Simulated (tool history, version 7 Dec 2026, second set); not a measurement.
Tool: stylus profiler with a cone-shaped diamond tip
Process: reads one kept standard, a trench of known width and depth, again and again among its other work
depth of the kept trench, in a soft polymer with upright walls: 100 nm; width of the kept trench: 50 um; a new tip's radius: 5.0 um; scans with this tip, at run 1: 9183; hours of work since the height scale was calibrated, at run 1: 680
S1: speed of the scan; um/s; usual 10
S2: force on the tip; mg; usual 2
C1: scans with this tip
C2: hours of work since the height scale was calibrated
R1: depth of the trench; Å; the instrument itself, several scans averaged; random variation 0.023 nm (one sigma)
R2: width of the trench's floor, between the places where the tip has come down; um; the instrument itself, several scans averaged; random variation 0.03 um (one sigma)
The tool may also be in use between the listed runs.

run,day,S1,S2,C1,C2,R1,R2
1,0,10,2,9183,680,1012.2,47.94
2,3.054,10,2,9928,735,1012.3,47.86
3,6.288,10,2,10715,794,1012.3,47.92
4,8.708,10,2,11306,837,1012,47.9
5,12.558,10,1.33,12243,907,1009.3,47.88
6,15.817,10,2,13038,966,1012.3,47.91
7,19.388,10,2,13908,1030,1012.1,47.95
8,24.35,19,2,15117,1120,1012.3,47.85
9,29.354,3,5.16,16337,1210,1022.8,47.99
# day 31.188: new tip fitted, height scale calibrated
10,32.846,4,2,404,30,1012,48.03
11,36.229,4,2,1229,91,1012.1,47.98
12,39.988,6,0.83,2145,159,1006.7,47.95
13,43.454,10,3.23,2990,221,1016.7,48
14,46.775,10,3.23,3799,281,1017.3,47.9
15,50.725,20,1.38,4761,353,1009.6,47.86
16,54.254,17,5.1,5622,416,1023.4,47.91

4 ways to go on from here, each from the tool as it stands after run 16. What would each give?
A,58.825,15,5.1,6735,499,?,?
B,58.825,17,0.89,6735,499,?,?
C,58.825,2,1.4,6735,499,?,?
D,58.825,2,0.73,6735,499,?,?

run,R1,R2
A,1023,47.89
B,1007,47.78
C,1009.4,47.99
D,1006,47.95
Without the tool's hidden state the same runs would have given:
run,R1,R2
A,1023,47.91
B,1007.1,47.79
C,1009.4,48.01
D,1006,47.97

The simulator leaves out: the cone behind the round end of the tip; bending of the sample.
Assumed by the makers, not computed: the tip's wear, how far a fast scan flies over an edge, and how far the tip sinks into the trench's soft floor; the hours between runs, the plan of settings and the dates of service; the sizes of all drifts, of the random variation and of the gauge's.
